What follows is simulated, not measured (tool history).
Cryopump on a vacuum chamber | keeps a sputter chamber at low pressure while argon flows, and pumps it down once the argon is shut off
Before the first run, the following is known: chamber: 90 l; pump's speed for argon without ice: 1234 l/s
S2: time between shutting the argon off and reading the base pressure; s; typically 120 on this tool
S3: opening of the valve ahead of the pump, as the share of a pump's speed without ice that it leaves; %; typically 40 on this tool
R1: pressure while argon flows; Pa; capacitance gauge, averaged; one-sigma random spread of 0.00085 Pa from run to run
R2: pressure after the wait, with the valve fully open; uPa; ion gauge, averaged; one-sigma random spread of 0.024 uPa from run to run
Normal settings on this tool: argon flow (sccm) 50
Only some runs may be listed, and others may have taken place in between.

Run 1, hour 0: usual settings. Result: R1 0.1941 Pa, R2 1.26 uPa.
Run 2, hour 16: usual settings. Result: R1 0.1943 Pa, R2 1.3 uPa.
Run 3, hour 38: usual settings but argon flow (sccm) 27. Result: R1 0.1054 Pa, R2 1.31 uPa.
Run 4, hour 53.9: usual settings. Result: R1 0.1938 Pa, R2 1.39 uPa.
Run 5, hour 70.3: usual settings. Result: R1 0.1957 Pa, R2 1.46 uPa.
Run 6, hour 83.9: usual settings. Result: R1 0.1957 Pa, R2 1.47 uPa.
Run 7, hour 97.8: usual settings. Result: R1 0.1966 Pa, R2 1.53 uPa.
Run 8, hour 120.7: usual settings but argon flow (sccm) 60. Result: R1 0.2374 Pa, R2 1.59 uPa.
Run 9, hour 137.2: usual settings but argon flow (sccm) 60. Result: R1 0.2398 Pa, R2 1.64 uPa.
Run 10, hour 162.9: usual settings but argon flow (sccm) 60. Result: R1 0.2392 Pa, R2 1.75 uPa.
At hour 189.9: pump warmed up, emptied and cooled again.
Run 11, hour 195: usual settings but argon flow (sccm) 60. Result: R1 0.206 Pa, R2 1.43 uPa.
Run 12, hour 210.7: usual settings but S3 45 %. Result: R1 0.1541 Pa, R2 1.5 uPa.
Run 13, hour 229.6: usual settings but S3 45 %. Result: R1 0.155 Pa, R2 1.52 uPa.
Run 14, hour 256.4: usual settings but S3 45 %. Result: R1 0.1544 Pa, R2 1.65 uPa.
Run 15, hour 275.6: usual settings. Result: R1 0.1737 Pa, R2 1.61 uPa.
Run 16, hour 303: usual settings but S2 163 s. Result: R1 0.1749 Pa, R2 1.55 uPa.
Run 17, hour 330.8: usual settings but argon flow (sccm) 33. Result: R1 0.1169 Pa, R2 1.81 uPa.
Run 18, hour 354: usual settings but argon flow (sccm) 93, S2 143 s. Result: R1 0.3258 Pa, R2 1.69 uPa.
Run 19, hour 371.4: usual settings but argon flow (sccm) 93, S2 143 s. Result: R1 0.3293 Pa, R2 1.7 uPa.
Run 20, hour 399.1: usual settings but argon flow (sccm) 93, S2 143 s. Result: R1 0.3316 Pa, R2 1.81 uPa.
Run 21, hour 411.1: usual settings but argon flow (sccm) 93, S2 143 s. Result: R1 0.3311 Pa, R2 1.78 uPa.
Run 22, hour 437: usual settings but argon flow (sccm) 45, S2 192 s, S3 47 %. Result: R1 0.1386 Pa, R2 1.76 uPa.
Run 23, hour 462.6: usual settings but argon flow (sccm) 45, S2 192 s, S3 26 %. Result: R1 0.2444 Pa, R2 1.84 uPa.
Run 24, hour 476.5: usual settings but argon flow (sccm) 70, S2 192 s, S3 17 %. Result: R1 0.5786 Pa, R2 1.91 uPa.

For run 25, what comes out?
Run 25, hour 499.4: usual settings but argon flow (sccm) 70, S2 73 s, S3 50 %. Result: R1 ?, R2 ?.

R1: 0.2043 Pa
R2: 2.55 uPa
Minus the tool's unlogged condition, the same run would have read R1 0.191 Pa, R2 1.24 uPa.
